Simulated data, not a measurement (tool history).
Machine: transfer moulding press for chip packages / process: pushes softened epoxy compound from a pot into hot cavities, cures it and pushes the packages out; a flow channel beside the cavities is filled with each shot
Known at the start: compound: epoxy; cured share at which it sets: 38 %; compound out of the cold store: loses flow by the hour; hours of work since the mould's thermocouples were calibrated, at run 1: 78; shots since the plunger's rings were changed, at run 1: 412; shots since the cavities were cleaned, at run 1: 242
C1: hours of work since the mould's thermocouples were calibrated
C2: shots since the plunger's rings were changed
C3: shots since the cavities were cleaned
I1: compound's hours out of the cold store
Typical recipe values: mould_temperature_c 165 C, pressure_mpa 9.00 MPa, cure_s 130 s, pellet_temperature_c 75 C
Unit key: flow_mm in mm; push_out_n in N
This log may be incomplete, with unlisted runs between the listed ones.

{"run": 1, "hour": 0.0, "mould_temperature_c": 165, "pressure_mpa": 9.0, "cure_s": 130, "pellet_temperature_c": 75, "C1": 78, "C2": 412, "C3": 242, "I1": 22.9, "flow_mm": 949, "push_out_n": 259}
{"run": 2, "hour": 8.0, "mould_temperature_c": 165, "pressure_mpa": 9.0, "cure_s": 130, "pellet_temperature_c": 75, "C1": 82, "C2": 471, "C3": 301, "I1": 31.4, "flow_mm": 911, "push_out_n": 288}
{"run": 3, "hour": 16.3, "mould_temperature_c": 165, "pressure_mpa": 9.0, "cure_s": 130, "pellet_temperature_c": 75, "C1": 87, "C2": 531, "C3": 361, "I1": 41.3, "flow_mm": 866, "push_out_n": 272}
{"run": 4, "hour": 23.4, "mould_temperature_c": 165, "pressure_mpa": 9.0, "cure_s": 130, "pellet_temperature_c": 75, "C1": 90, "C2": 583, "C3": 413, "I1": 39.6, "flow_mm": 878, "push_out_n": 281}
{"hour": 29.1, "done": "cavities cleaned with cleaning compound and waxed"}
{"run": 5, "hour": 31.3, "mould_temperature_c": 165, "pressure_mpa": 9.0, "cure_s": 130, "pellet_temperature_c": 75, "C1": 94, "C2": 629, "C3": 16, "I1": 36.1, "flow_mm": 885, "push_out_n": 230}
{"run": 6, "hour": 38.8, "mould_temperature_c": 165, "pressure_mpa": 9.0, "cure_s": 122, "pellet_temperature_c": 75, "C1": 98, "C2": 684, "C3": 71, "I1": 15.0, "flow_mm": 976, "push_out_n": 267}
{"run": 7, "hour": 47.7, "mould_temperature_c": 165, "pressure_mpa": 9.0, "cure_s": 130, "pellet_temperature_c": 75, "C1": 102, "C2": 748, "C3": 135, "I1": 33.1, "flow_mm": 899, "push_out_n": 253}
{"run": 8, "hour": 56.8, "mould_temperature_c": 165, "pressure_mpa": 9.0, "cure_s": 130, "pellet_temperature_c": 75, "C1": 107, "C2": 815, "C3": 202, "I1": 39.0, "flow_mm": 873, "push_out_n": 265}
{"run": 9, "hour": 67.0, "mould_temperature_c": 165, "pressure_mpa": 9.0, "cure_s": 130, "pellet_temperature_c": 75, "C1": 113, "C2": 889, "C3": 276, "I1": 27.2, "flow_mm": 917, "push_out_n": 286}
{"run": 10, "hour": 71.3, "mould_temperature_c": 165, "pressure_mpa": 9.0, "cure_s": 130, "pellet_temperature_c": 75, "C1": 115, "C2": 920, "C3": 307, "I1": 13.8, "flow_mm": 981, "push_out_n": 285}
{"run": 11, "hour": 78.7, "mould_temperature_c": 165, "pressure_mpa": 9.0, "cure_s": 143, "pellet_temperature_c": 75, "C1": 119, "C2": 974, "C3": 361, "I1": 26.0, "flow_mm": 923, "push_out_n": 271}
{"run": 12, "hour": 87.9, "mould_temperature_c": 165, "pressure_mpa": 9.0, "cure_s": 143, "pellet_temperature_c": 75, "C1": 123, "C2": 1041, "C3": 428, "I1": 46.0, "flow_mm": 841, "push_out_n": 269}
{"hour": 91.5, "done": "cavities cleaned with cleaning compound and waxed"}
{"run": 13, "hour": 98.5, "mould_temperature_c": 169, "pressure_mpa": 9.01, "cure_s": 130, "pellet_temperature_c": 83, "C1": 128, "C2": 1107, "C3": 51, "I1": 27.6, "flow_mm": 902, "push_out_n": 211}
{"run": 14, "hour": 106.0, "mould_temperature_c": 169, "pressure_mpa": 9.01, "cure_s": 130, "pellet_temperature_c": 83, "C1": 132, "C2": 1161, "C3": 105, "I1": 18.0, "flow_mm": 940, "push_out_n": 205}
{"run": 15, "hour": 111.9, "mould_temperature_c": 169, "pressure_mpa": 9.01, "cure_s": 130, "pellet_temperature_c": 83, "C1": 135, "C2": 1204, "C3": 148, "I1": 31.3, "flow_mm": 884, "push_out_n": 226}
{"run": 16, "hour": 118.2, "mould_temperature_c": 169, "pressure_mpa": 9.01, "cure_s": 130, "pellet_temperature_c": 83, "C1": 139, "C2": 1250, "C3": 194, "I1": 16.6, "flow_mm": 940, "push_out_n": 228}
{"run": 17, "hour": 123.6, "mould_temperature_c": 169, "pressure_mpa": 9.01, "cure_s": 130, "pellet_temperature_c": 83, "C1": 141, "C2": 1289, "C3": 233, "I1": 26.6, "flow_mm": 901, "push_out_n": 240}
{"run": 18, "hour": 131.8, "mould_temperature_c": 169, "pressure_mpa": 9.01, "cure_s": 130, "pellet_temperature_c": 83, "C1": 146, "C2": 1349, "C3": 293, "I1": 44.4, "flow_mm": 833, "push_out_n": 238}
{"run": 19, "hour": 138.1, "mould_temperature_c": 167, "pressure_mpa": 8.45, "cure_s": 130, "pellet_temperature_c": 83, "C1": 149, "C2": 1395, "C3": 339, "I1": 43.8, "flow_mm": 816, "push_out_n": 267}
{"run": 20, "hour": 145.5, "mould_temperature_c": 165, "pressure_mpa": 9.0, "cure_s": 163, "pellet_temperature_c": 66, "C1": 153, "C2": 1449, "C3": 393, "I1": 36.2, "flow_mm": 877, "push_out_n": 262}
{"hour": 154.0, "done": "cavities cleaned with cleaning compound and waxed"}
{"run": 21, "hour": 156.3, "mould_temperature_c": 169, "pressure_mpa": 7.95, "cure_s": 126, "pellet_temperature_c": 75, "C1": 158, "C2": 1517, "C3": 17, "I1": 28.7, "flow_mm": 837, "push_out_n": 204}
{"run": 22, "hour": 162.0, "mould_temperature_c": 162, "pressure_mpa": 7.13, "cure_s": 149, "pellet_temperature_c": 71, "C1": 161, "C2": 1558, "C3": 58, "I1": 41.7, "flow_mm": 771, "push_out_n": 234}

Branching from run 22: 5 alternative next runs. What would each branch give?
{"run": "A", "hour": 171.2, "mould_temperature_c": 162, "pressure_mpa": 7.13, "cure_s": 149, "pellet_temperature_c": 70, "C1": 166, "C2": 1625, "C3": 125, "I1": 8.2, "flow_mm": "?", "push_out_n": "?"}
{"run": "B", "hour": 171.2, "mould_temperature_c": 162, "pressure_mpa": 7.13, "cure_s": 121, "pellet_temperature_c": 71, "C1": 166, "C2": 1625, "C3": 125, "I1": 11.2, "flow_mm": "?", "push_out_n": "?"}
{"run": "C", "hour": 171.2, "mould_temperature_c": 162, "pressure_mpa": 7.93, "cure_s": 149, "pellet_temperature_c": 71, "C1": 166, "C2": 1625, "C3": 125, "I1": 45.0, "flow_mm": "?", "push_out_n": "?"}
{"run": "D", "hour": 171.2, "mould_temperature_c": 169, "pressure_mpa": 7.13, "cure_s": 161, "pellet_temperature_c": 73, "C1": 166, "C2": 1625, "C3": 125, "I1": 29.2, "flow_mm": "?", "push_out_n": "?"}
{"run": "E", "hour": 171.2, "mould_temperature_c": 162, "pressure_mpa": 6.85, "cure_s": 149, "pellet_temperature_c": 68, "C1": 166, "C2": 1625, "C3": 125, "I1": 11.1, "flow_mm": "?", "push_out_n": "?"}

run=A flow_mm=903 push_out_n=246
run=B flow_mm=887 push_out_n=330
run=C flow_mm=797 push_out_n=234
run=D flow_mm=784 push_out_n=210
run=E flow_mm=866 push_out_n=257
Without the tool's unlogged condition, the same runs would have read:
run=A flow_mm=923 push_out_n=212
run=B flow_mm=907 push_out_n=283
run=C flow_mm=815 push_out_n=202
run=D flow_mm=801 push_out_n=182
run=E flow_mm=886 push_out_n=222
